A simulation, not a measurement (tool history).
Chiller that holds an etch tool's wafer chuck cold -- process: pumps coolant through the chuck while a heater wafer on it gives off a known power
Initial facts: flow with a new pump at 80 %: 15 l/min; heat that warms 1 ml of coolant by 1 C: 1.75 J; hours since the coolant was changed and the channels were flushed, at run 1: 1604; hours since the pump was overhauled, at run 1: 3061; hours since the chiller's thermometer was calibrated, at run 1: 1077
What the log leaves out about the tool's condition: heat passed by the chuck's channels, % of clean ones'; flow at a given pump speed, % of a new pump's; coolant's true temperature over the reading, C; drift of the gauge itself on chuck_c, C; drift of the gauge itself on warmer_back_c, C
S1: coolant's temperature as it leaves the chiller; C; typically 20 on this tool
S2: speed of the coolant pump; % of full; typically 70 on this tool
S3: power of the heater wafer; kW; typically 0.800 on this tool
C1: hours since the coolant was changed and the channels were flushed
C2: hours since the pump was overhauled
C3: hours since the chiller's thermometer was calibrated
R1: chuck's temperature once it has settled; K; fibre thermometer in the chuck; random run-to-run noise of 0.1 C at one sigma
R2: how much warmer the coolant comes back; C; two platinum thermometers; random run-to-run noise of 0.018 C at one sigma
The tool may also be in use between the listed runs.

run	day	S1	S2	S3	C1	C2	C3	R1	R2
1	0.000	20	70	0.800	1604	3061	1077	304.65	2.40
2	3.417	20	70	0.800	1686	3143	1159	304.65	2.42
3	6.204	20	90	0.800	1753	3210	1226	302.85	1.82
4	8.129	20	91	0.800	1799	3256	1272	302.85	1.85
5	10.733	20	91	0.881	1862	3319	1334	303.95	2.01
6	12.871	20	70	0.849	1913	3370	1385	305.75	2.62
7	16.408	20	70	0.800	1998	3455	1470	305.25	2.47
8	18.221	20	72	0.800	2042	3498	1514	305.05	2.42
9	20.383	20	66	0.800	2093	3550	1566	305.85	2.65
10	22.888	20	70	0.800	2153	3610	1626	305.45	2.47
11	26.004	20	70	0.800	2228	3685	1701	305.45	2.46
12	29.529	20	70	0.847	2313	3770	1785	306.25	2.66
13	33.062	20	69	0.847	2398	3854	1870	306.55	2.69
14	34.992	20	70	0.655	2444	3901	1916	303.65	2.01
15	37.467	20	70	0.655	2503	3960	1976	303.65	2.06
16	39.558	20	70	0.800	2554	4010	2026	305.95	2.50
17	41.796	25	77	0.591	2607	4064	2080	307.15	1.69
# day 43.408: coolant pump overhauled
18	43.838	25	77	0.591	2651	10	2124	306.25	1.40
# day 47.133: coolant changed, channels flushed
19	47.325	25	77	0.645	5	88	2201	306.05	1.56
20	50.925	25	100	0.500	91	174	2288	303.35	0.90
21	52.854	25	66	0.500	137	221	2334	305.25	1.44
22	55.829	22	72	0.407	209	292	2405	300.85	1.07
23	59.392	22	81	1.020	294	378	2491	306.75	2.33
24	61.679	22	70	0.436	349	432	2546	301.35	1.17
25	65.042	22	70	0.711	430	513	2627	304.65	1.88
26	67.692	12	70	0.584	493	577	2690	293.15	1.59
27	69.717	18	72	0.457	542	625	2739	297.55	1.20
28	72.004	17	63	0.457	597	680	2794	297.25	1.41
29	74.125	29	81	0.497	648	731	2845	308.65	1.16
30	76.375	29	65	0.505	702	785	2899	309.65	1.47
# day 79.412: chiller's thermometer calibrated
31	79.846	14	100	1.182	784	867	10	298.15	2.22
32	82.196	13	70	0.427	841	924	67	291.55	1.17

Branching from run 32: 3 alternative next runs. What would each branch give?
A	84.725	20	70	0.500	901	985	127	?	?
B	84.725	18	79	0.420	901	985	127	?	?
C	84.725	19	70	0.427	901	985	127	?	?

run	R1	R2
A	299.45	1.39
B	295.95	0.99
C	297.55	1.16
What these runs would have given with no unlogged condition in the tool:
run	R1	R2
A	298.95	1.33
B	295.45	0.95
C	297.05	1.11
